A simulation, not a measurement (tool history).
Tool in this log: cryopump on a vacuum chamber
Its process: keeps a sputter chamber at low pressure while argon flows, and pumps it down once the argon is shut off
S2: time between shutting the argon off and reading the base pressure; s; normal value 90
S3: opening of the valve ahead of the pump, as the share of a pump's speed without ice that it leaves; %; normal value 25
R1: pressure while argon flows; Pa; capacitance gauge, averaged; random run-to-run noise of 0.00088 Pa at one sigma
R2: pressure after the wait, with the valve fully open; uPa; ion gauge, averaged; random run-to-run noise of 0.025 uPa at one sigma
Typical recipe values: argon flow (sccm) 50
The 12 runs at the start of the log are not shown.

{"run": 13, "hour": 266.4, "argon flow (sccm)": 31, "S2": 90, "S3": 25, "R1": 0.1141, "R2": 2.43}
{"run": 14, "hour": 284.3, "argon flow (sccm)": 31, "S2": 90, "S3": 25, "R1": 0.1153, "R2": 2.46}
{"run": 15, "hour": 302.4, "argon flow (sccm)": 50, "S2": 90, "S3": 25, "R1": 0.1849, "R2": 2.43}
{"run": 16, "hour": 319.7, "argon flow (sccm)": 50, "S2": 90, "S3": 25, "R1": 0.1874, "R2": 2.55}
{"run": 17, "hour": 346.2, "argon flow (sccm)": 50, "S2": 90, "S3": 25, "R1": 0.1876, "R2": 2.58}
{"run": 18, "hour": 368.3, "argon flow (sccm)": 50, "S2": 90, "S3": 25, "R1": 0.1879, "R2": 2.59}
{"run": 19, "hour": 385.5, "argon flow (sccm)": 37, "S2": 90, "S3": 16, "R1": 0.2143, "R2": 2.6}
{"run": 20, "hour": 404.5, "argon flow (sccm)": 45, "S2": 90, "S3": 23, "R1": 0.1842, "R2": 2.66}
{"run": 21, "hour": 427.1, "argon flow (sccm)": 45, "S2": 90, "S3": 23, "R1": 0.1838, "R2": 2.68}
{"run": 22, "hour": 443.8, "argon flow (sccm)": 50, "S2": 21, "S3": 40, "R1": 0.1217, "R2": 5.48}
{"run": 23, "hour": 458.7, "argon flow (sccm)": 40, "S2": 59, "S3": 36, "R1": 0.1082, "R2": 3.21}
{"run": 24, "hour": 482.3, "argon flow (sccm)": 40, "S2": 256, "S3": 36, "R1": 0.1078, "R2": 2.32}
{"run": 25, "hour": 508.9, "argon flow (sccm)": 40, "S2": 256, "S3": 36, "R1": 0.1088, "R2": 2.38}
{"run": 26, "hour": 533.0, "argon flow (sccm)": 27, "S2": 22, "S3": 43, "R1": 0.0633, "R2": 5.62}
{"run": 27, "hour": 544.9, "argon flow (sccm)": 27, "S2": 22, "S3": 43, "R1": 0.063, "R2": 5.69}
{"run": 28, "hour": 559.4, "argon flow (sccm)": 53, "S2": 31, "S3": 36, "R1": 0.1466, "R2": 4.65}
{"run": 29, "hour": 578.8, "argon flow (sccm)": 53, "S2": 31, "S3": 36, "R1": 0.1466, "R2": 4.57}
{"run": 30, "hour": 601.8, "argon flow (sccm)": 53, "S2": 31, "S3": 36, "R1": 0.1505, "R2": 4.74}
{"run": 31, "hour": 624.6, "argon flow (sccm)": 23, "S2": 60, "S3": 37, "R1": 0.0634, "R2": 3.6}
{"hour": 643.1, "done": "pump warmed up, emptied and cooled again"}
{"run": 32, "hour": 653.3, "argon flow (sccm)": 36, "S2": 32, "S3": 41, "R1": 0.0797, "R2": 4.18}
{"run": 33, "hour": 679.3, "argon flow (sccm)": 36, "S2": 32, "S3": 41, "R1": 0.0804, "R2": 4.27}

Forecast each of these 5 alternatives for the next run:
{"run": "A", "hour": 698.7, "argon flow (sccm)": 36, "S2": 32, "S3": 28, "R1": "?", "R2": "?"}
{"run": "B", "hour": 698.7, "argon flow (sccm)": 50, "S2": 35, "S3": 25, "R1": "?", "R2": "?"}
{"run": "C", "hour": 698.7, "argon flow (sccm)": 36, "S2": 81, "S3": 41, "R1": "?", "R2": "?"}
{"run": "D", "hour": 698.7, "argon flow (sccm)": 36, "S2": 32, "S3": 44, "R1": "?", "R2": "?"}
{"run": "E", "hour": 698.7, "argon flow (sccm)": 21, "S2": 143, "S3": 57, "R1": "?", "R2": "?"}

run=A R1=0.1176 R2=4.27
run=B R1=0.1824 R2=3.97
run=C R1=0.0802 R2=2.73
run=D R1=0.0753 R2=4.27
run=E R1=0.0339 R2=2.38
Without the tool's hidden state the same runs would have given:
run=A R1=0.1162 R2=2.52
run=B R1=0.1805 R2=2.25
run=C R1=0.0788 R2=1.04
run=D R1=0.0739 R2=2.52
run=E R1=0.0331 R2=0.64

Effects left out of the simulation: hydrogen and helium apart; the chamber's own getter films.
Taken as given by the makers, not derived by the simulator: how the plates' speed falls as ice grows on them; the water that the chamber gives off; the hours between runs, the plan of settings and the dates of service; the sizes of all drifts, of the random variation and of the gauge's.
